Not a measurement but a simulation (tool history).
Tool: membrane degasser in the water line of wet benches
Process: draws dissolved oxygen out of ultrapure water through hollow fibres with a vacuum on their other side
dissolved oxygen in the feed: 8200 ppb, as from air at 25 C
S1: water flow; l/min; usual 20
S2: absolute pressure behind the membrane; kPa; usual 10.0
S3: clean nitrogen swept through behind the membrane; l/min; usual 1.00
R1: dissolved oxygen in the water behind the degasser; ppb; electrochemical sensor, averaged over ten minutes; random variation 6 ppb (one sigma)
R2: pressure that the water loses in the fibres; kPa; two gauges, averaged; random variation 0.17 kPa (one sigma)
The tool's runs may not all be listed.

run	hour	S1	S2	S3	R1	R2
1	0.0	20	10.0	1.00	613.6	26.83
2	123.7	20	10.0	1.00	618.3	26.98
3	265.1	20	10.0	1.00	621.9	26.95
4	408.2	20	10.0	1.00	613.9	27.00
5	549.2	20	10.0	1.00	630.2	26.96
# hour 687.3: vacuum gauge calibrated
6	694.0	20	10.0	1.00	626.2	26.92
7	784.3	20	10.0	1.00	628.0	26.74
8	938.2	20	9.7	1.00	619.9	27.04
9	1103.5	22	10.0	1.00	750.2	29.96
10	1170.9	13	10.0	1.00	297.0	17.48
11	1256.0	13	10.0	1.00	300.2	17.53
12	1380.7	20	10.0	1.00	648.6	27.12
# hour 1478.8: vacuum gauge calibrated, once more
13	1481.0	24	23.1	1.00	1415.3	32.49
14	1569.9	24	23.1	1.00	1430.3	32.59
15	1698.7	16	10.0	0.56	571.8	21.51
16	1802.2	13	10.0	1.00	294.7	17.70
17	1896.6	13	10.0	1.00	292.3	17.82
18	1976.4	25	17.7	0.67	1489.7	33.89
19	2138.8	19	10.0	0.52	753.7	25.65
20	2254.2	14	11.4	0.73	458.5	19.01
21	2374.8	14	19.1	2.50	333.2	18.91
22	2510.2	14	19.1	2.50	329.1	19.08
23	2577.5	20	10.0	2.11	492.3	27.18

3 ways to go on from here, each from the tool as it stands after run 23. What would each give?
A	2709.3	25	8.0	0.44	?	?
B	2709.3	20	10.0	1.86	?	?
C	2709.3	28	10.0	1.00	?	?

run	R1	R2
A	1040.3	34.24
B	524.3	27.44
C	1108.2	38.18
Without the tool's hidden state the same runs would have given:
run	R1	R2
A	989.7	33.13
B	485.4	26.56
C	1048.7	36.95
